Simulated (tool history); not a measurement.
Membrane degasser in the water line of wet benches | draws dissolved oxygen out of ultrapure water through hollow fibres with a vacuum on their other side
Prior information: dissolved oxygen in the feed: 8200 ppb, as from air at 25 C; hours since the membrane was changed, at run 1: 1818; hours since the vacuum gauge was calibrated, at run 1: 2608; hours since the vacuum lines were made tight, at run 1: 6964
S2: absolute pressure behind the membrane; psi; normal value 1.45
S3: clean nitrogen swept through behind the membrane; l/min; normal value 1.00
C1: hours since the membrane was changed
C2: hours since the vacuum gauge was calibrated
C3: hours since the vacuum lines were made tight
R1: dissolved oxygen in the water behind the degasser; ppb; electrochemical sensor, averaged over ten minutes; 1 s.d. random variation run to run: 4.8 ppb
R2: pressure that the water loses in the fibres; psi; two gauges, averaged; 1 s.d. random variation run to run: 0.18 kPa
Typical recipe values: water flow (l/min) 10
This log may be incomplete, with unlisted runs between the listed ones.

{"run": 1, "day": 0.0, "water flow (l/min)": 10, "S2": 1.45, "S3": 1.0, "C1": 1818, "C2": 2608, "C3": 6964, "R1": 482.6, "R2": 4.516}
{"run": 2, "day": 6.596, "water flow (l/min)": 10, "S2": 1.45, "S3": 1.0, "C1": 1976, "C2": 2766, "C3": 7122, "R1": 486.4, "R2": 4.514}
{"run": 3, "day": 16.754, "water flow (l/min)": 10, "S2": 1.6, "S3": 1.0, "C1": 2220, "C2": 3010, "C3": 7366, "R1": 508.1, "R2": 4.551}
{"run": 4, "day": 24.979, "water flow (l/min)": 10, "S2": 1.6, "S3": 1.0, "C1": 2417, "C2": 3207, "C3": 7563, "R1": 504.7, "R2": 4.535}
{"run": 5, "day": 35.746, "water flow (l/min)": 10, "S2": 1.6, "S3": 1.0, "C1": 2676, "C2": 3466, "C3": 7822, "R1": 501.9, "R2": 4.553}
{"run": 6, "day": 45.117, "water flow (l/min)": 10, "S2": 1.33, "S3": 1.0, "C1": 2900, "C2": 3690, "C3": 8046, "R1": 456.8, "R2": 4.545}
{"run": 7, "day": 52.4, "water flow (l/min)": 10, "S2": 2.65, "S3": 1.0, "C1": 3075, "C2": 3865, "C3": 8221, "R1": 656.4, "R2": 4.593}
{"run": 8, "day": 62.079, "water flow (l/min)": 10, "S2": 2.94, "S3": 1.26, "C1": 3308, "C2": 4098, "C3": 8454, "R1": 617.6, "R2": 4.573}
{"day": 66.621, "done": "seals of the vacuum lines changed"}
{"day": 68.462, "done": "vacuum gauge calibrated"}
{"run": 9, "day": 71.854, "water flow (l/min)": 14, "S2": 1.25, "S3": 1.95, "C1": 3540, "C2": 81, "C3": 125, "R1": 656.5, "R2": 6.431}
{"run": 10, "day": 83.329, "water flow (l/min)": 14, "S2": 1.25, "S3": 1.95, "C1": 3815, "C2": 357, "C3": 401, "R1": 661.7, "R2": 6.451}
{"run": 11, "day": 91.6, "water flow (l/min)": 7, "S2": 2.29, "S3": 0.72, "C1": 4014, "C2": 555, "C3": 599, "R1": 438.4, "R2": 3.221}
{"run": 12, "day": 99.129, "water flow (l/min)": 11, "S2": 1.23, "S3": 0.89, "C1": 4194, "C2": 736, "C3": 780, "R1": 534.1, "R2": 5.044}
{"run": 13, "day": 108.633, "water flow (l/min)": 10, "S2": 2.22, "S3": 1.0, "C1": 4422, "C2": 964, "C3": 1008, "R1": 589.4, "R2": 4.637}
{"run": 14, "day": 117.521, "water flow (l/min)": 10, "S2": 1.42, "S3": 0.42, "C1": 4636, "C2": 1177, "C3": 1221, "R1": 634.8, "R2": 4.63}

5 options for the next run, each taken on its own from the tool as it stands now. Forecast them:
{"run": "A", "day": 124.829, "water flow (l/min)": 10, "S2": 1.45, "S3": 0.67, "C1": 4811, "C2": 1353, "C3": 1397, "R1": "?", "R2": "?"}
{"run": "B", "day": 124.829, "water flow (l/min)": 9, "S2": 3.54, "S3": 1.0, "C1": 4811, "C2": 1353, "C3": 1397, "R1": "?", "R2": "?"}
{"run": "C", "day": 124.829, "water flow (l/min)": 10, "S2": 1.12, "S3": 1.0, "C1": 4811, "C2": 1353, "C3": 1397, "R1": "?", "R2": "?"}
{"run": "D", "day": 124.829, "water flow (l/min)": 10, "S2": 2.2, "S3": 1.79, "C1": 4811, "C2": 1353, "C3": 1397, "R1": "?", "R2": "?"}
{"run": "E", "day": 124.829, "water flow (l/min)": 7, "S2": 0.88, "S3": 1.0, "C1": 4811, "C2": 1353, "C3": 1397, "R1": "?", "R2": "?"}

run=A R1=547.1 R2=4.601
run=B R1=682.9 R2=4.139
run=C R1=437.1 R2=4.634
run=D R1=476.9 R2=4.590
run=E R1=214.4 R2=3.240
Had the tool no hidden state, the same runs would have come out as:
run=A R1=546.5 R2=4.509
run=B R1=682.4 R2=4.055
run=C R1=436.5 R2=4.543
run=D R1=476.4 R2=4.498
run=E R1=214.1 R2=3.176

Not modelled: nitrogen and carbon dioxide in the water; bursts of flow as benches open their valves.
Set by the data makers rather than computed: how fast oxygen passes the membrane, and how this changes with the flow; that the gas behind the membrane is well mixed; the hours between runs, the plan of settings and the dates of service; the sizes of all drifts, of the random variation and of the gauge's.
